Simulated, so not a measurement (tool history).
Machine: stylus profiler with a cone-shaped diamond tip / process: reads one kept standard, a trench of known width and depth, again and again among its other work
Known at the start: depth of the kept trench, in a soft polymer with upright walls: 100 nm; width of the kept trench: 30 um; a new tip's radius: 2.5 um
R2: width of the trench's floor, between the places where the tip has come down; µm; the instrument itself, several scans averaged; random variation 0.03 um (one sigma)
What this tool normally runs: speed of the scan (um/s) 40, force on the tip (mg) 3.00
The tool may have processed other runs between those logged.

Run 1, hour 0.0: usual settings. Result: depth of the trench (Å) 1011.9, R2 28.39 µm.
Run 2, hour 8.4: usual settings. Result: depth of the trench (Å) 1012.5, R2 28.38 µm.
Run 3, hour 20.2: usual settings. Result: depth of the trench (Å) 1011.8, R2 28.39 µm.
Run 4, hour 34.6: usual settings. Result: depth of the trench (Å) 1012.3, R2 28.37 µm.
Run 5, hour 47.0: usual settings. Result: depth of the trench (Å) 1012.4, R2 28.36 µm.
Run 6, hour 65.0: usual settings. Result: depth of the trench (Å) 1012.2, R2 28.35 µm.
Run 7, hour 77.4: usual settings. Result: depth of the trench (Å) 1012.2, R2 28.36 µm.
Run 8, hour 95.2: usual settings but force on the tip (mg) 1.09. Result: depth of the trench (Å) 1006.6, R2 28.28 µm.
Run 9, hour 109.7: usual settings but force on the tip (mg) 1.09. Result: depth of the trench (Å) 1006.4, R2 28.27 µm.
Run 10, hour 120.0: usual settings but force on the tip (mg) 1.09. Result: depth of the trench (Å) 1006.6, R2 28.31 µm.
Run 11, hour 129.9: usual settings but force on the tip (mg) 1.09. Result: depth of the trench (Å) 1006.9, R2 28.31 µm.
Run 12, hour 140.2: usual settings but force on the tip (mg) 1.09. Result: depth of the trench (Å) 1007.0, R2 28.28 µm.
Run 13, hour 155.7: usual settings but speed of the scan (um/s) 43. Result: depth of the trench (Å) 1012.7, R2 28.30 µm.
Run 14, hour 168.3: usual settings but speed of the scan (um/s) 43. Result: depth of the trench (Å) 1012.4, R2 28.30 µm.
Run 15, hour 183.0: usual settings. Result: depth of the trench (Å) 1012.7, R2 28.32 µm.
Run 16, hour 197.3: usual settings. Result: depth of the trench (Å) 1012.3, R2 28.30 µm.
Run 17, hour 214.0: usual settings. Result: depth of the trench (Å) 1012.4, R2 28.36 µm.
Run 18, hour 228.1: usual settings. Result: depth of the trench (Å) 1012.6, R2 28.32 µm.
Run 19, hour 242.4: usual settings. Result: depth of the trench (Å) 1012.6, R2 28.31 µm.
Run 20, hour 254.7: usual settings but force on the tip (mg) 3.76. Result: depth of the trench (Å) 1014.5, R2 28.33 µm.
Run 21, hour 269.2: usual settings but force on the tip (mg) 3.60. Result: depth of the trench (Å) 1014.0, R2 28.34 µm.
Run 22, hour 280.5: usual settings but force on the tip (mg) 3.60. Result: depth of the trench (Å) 1014.4, R2 28.31 µm.
Run 23, hour 289.4: usual settings but speed of the scan (um/s) 148, force on the tip (mg) 3.06. Result: depth of the trench (Å) 1013.1, R2 27.99 µm.
Run 24, hour 302.8: usual settings but speed of the scan (um/s) 148, force on the tip (mg) 3.06. Result: depth of the trench (Å) 1013.0, R2 28.02 µm.

Run 25 comes next. What will it give?
Run 25, hour 311.2: usual settings but speed of the scan (um/s) 46, force on the tip (mg) 1.15. Result: depth of the trench (Å) ?, R2 ?.

depth of the trench (Å): 1007.2
R2: 28.21 µm
Had the tool carried no hidden state, the very same run would have given depth of the trench (Å) 1005.9, R2 28.37 µm.
